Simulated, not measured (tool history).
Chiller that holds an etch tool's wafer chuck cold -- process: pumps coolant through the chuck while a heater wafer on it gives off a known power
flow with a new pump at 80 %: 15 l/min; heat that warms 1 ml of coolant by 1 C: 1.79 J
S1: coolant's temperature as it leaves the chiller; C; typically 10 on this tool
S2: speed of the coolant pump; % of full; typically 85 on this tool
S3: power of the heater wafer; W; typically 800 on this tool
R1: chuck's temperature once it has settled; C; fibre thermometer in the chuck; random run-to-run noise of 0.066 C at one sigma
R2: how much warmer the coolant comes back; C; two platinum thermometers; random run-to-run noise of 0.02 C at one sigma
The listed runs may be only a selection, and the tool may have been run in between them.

{"run": 1, "hour": 0.0, "S1": 10, "S2": 85, "S3": 800, "R1": 15.12, "R2": 1.7}
{"run": 2, "hour": 18.5, "S1": 10, "S2": 85, "S3": 800, "R1": 15.15, "R2": 1.64}
{"run": 3, "hour": 40.9, "S1": 10, "S2": 85, "S3": 474, "R1": 13.06, "R2": 0.95}
{"run": 4, "hour": 59.9, "S1": 10, "S2": 85, "S3": 474, "R1": 13.03, "R2": 0.91}
{"run": 5, "hour": 73.0, "S1": 10, "S2": 85, "S3": 800, "R1": 15.12, "R2": 1.65}
{"run": 6, "hour": 88.8, "S1": 1, "S2": 85, "S3": 800, "R1": 6.16, "R2": 1.65}
{"run": 7, "hour": 111.8, "S1": 1, "S2": 85, "S3": 800, "R1": 6.2, "R2": 1.64}
{"run": 8, "hour": 129.2, "S1": 10, "S2": 85, "S3": 800, "R1": 15.09, "R2": 1.62}
{"run": 9, "hour": 147.7, "S1": 10, "S2": 85, "S3": 584, "R1": 13.73, "R2": 1.12}
{"run": 10, "hour": 166.8, "S1": 10, "S2": 85, "S3": 405, "R1": 12.58, "R2": 0.72}
{"run": 11, "hour": 196.9, "S1": 10, "S2": 85, "S3": 800, "R1": 15.21, "R2": 1.56}
{"run": 12, "hour": 227.3, "S1": 10, "S2": 66, "S3": 800, "R1": 16.28, "R2": 2.06}
{"run": 13, "hour": 242.9, "S1": 10, "S2": 66, "S3": 800, "R1": 16.43, "R2": 2.1}
{"run": 14, "hour": 259.2, "S1": 10, "S2": 66, "S3": 800, "R1": 16.35, "R2": 2.04}
{"run": 15, "hour": 287.6, "S1": 10, "S2": 66, "S3": 798, "R1": 16.29, "R2": 2.04}
{"run": 16, "hour": 305.8, "S1": 10, "S2": 85, "S3": 800, "R1": 15.07, "R2": 1.51}
{"run": 17, "hour": 321.7, "S1": 10, "S2": 85, "S3": 800, "R1": 15.11, "R2": 1.52}
{"run": 18, "hour": 352.2, "S1": 10, "S2": 85, "S3": 800, "R1": 15.17, "R2": 1.5}
{"run": 19, "hour": 381.0, "S1": 14, "S2": 78, "S3": 800, "R1": 19.55, "R2": 1.64}
{"run": 20, "hour": 404.4, "S1": 14, "S2": 78, "S3": 800, "R1": 19.55, "R2": 1.64}
{"run": 21, "hour": 426.4, "S1": 14, "S2": 78, "S3": 800, "R1": 19.51, "R2": 1.61}
{"run": 22, "hour": 453.3, "S1": 10, "S2": 85, "S3": 500, "R1": 13.13, "R2": 0.81}
{"run": 23, "hour": 471.2, "S1": 11, "S2": 61, "S3": 500, "R1": 15.17, "R2": 1.3}
{"hour": 489.2, "done": "gauge calibrated"}
{"run": 24, "hour": 494.1, "S1": 16, "S2": 90, "S3": 501, "R1": 19.05, "R2": 0.97}
{"run": 25, "hour": 520.1, "S1": 16, "S2": 90, "S3": 501, "R1": 19.09, "R2": 0.95}
{"run": 26, "hour": 548.8, "S1": 3, "S2": 88, "S3": 501, "R1": 6.03, "R2": 1}
{"run": 27, "hour": 579.0, "S1": 17, "S2": 89, "S3": 779, "R1": 21.86, "R2": 1.47}
{"run": 28, "hour": 593.7, "S1": 1, "S2": 80, "S3": 581, "R1": 4.91, "R2": 1.23}
{"run": 29, "hour": 607.4, "S1": 1, "S2": 80, "S3": 581, "R1": 4.88, "R2": 1.21}
{"run": 30, "hour": 638.0, "S1": 10, "S2": 98, "S3": 1166, "R1": 16.87, "R2": 2.03}
{"run": 31, "hour": 652.7, "S1": 10, "S2": 98, "S3": 1166, "R1": 16.65, "R2": 2}
{"run": 32, "hour": 665.3, "S1": 10, "S2": 98, "S3": 1166, "R1": 16.78, "R2": 2}
{"run": 33, "hour": 693.9, "S1": 10, "S2": 76, "S3": 800, "R1": 15.54, "R2": 1.76}

Some steps in R2, run to run, broken into two amounts with sign: the step expected even without the hidden condition (settings, incoming material, random variation), and the rest, left for the hidden condition together with whatever gauge scatter is not in both the measured and the hidden-condition-free result:
The tool's hidden condition here consists of: heat passed by the chuck's channels, % of clean ones'; flow at a given pump speed, % of a new pump's; coolant's true temperature over the reading, C; drift of the gauge itself on chuck_c, C; drift of the gauge itself on warmer_back_c, C.
Run 6 -> 7: settings left as they were, no log entry in between. R2 -0.01 C: hidden state -0.02, all else +0.01.
Run 10 -> 11: S3 405 -> 800. R2 +0.84 C: hidden state -0.02, all else +0.86.
Run 21 -> 22: S1 14 -> 10, S2 78 -> 85, S3 800 -> 500. R2 -0.8 C: hidden state -0.01, all else -0.79.
Run 23 -> 24: S1 11 -> 16, S2 61 -> 90, S3 500 -> 501, gauge calibrated. R2 -0.33 C: hidden state +0.24, all else -0.57.
Run 29 -> 30: S1 1 -> 10, S2 80 -> 98, S3 581 -> 1166. R2 +0.82 C: hidden state -0.02, all else +0.84.
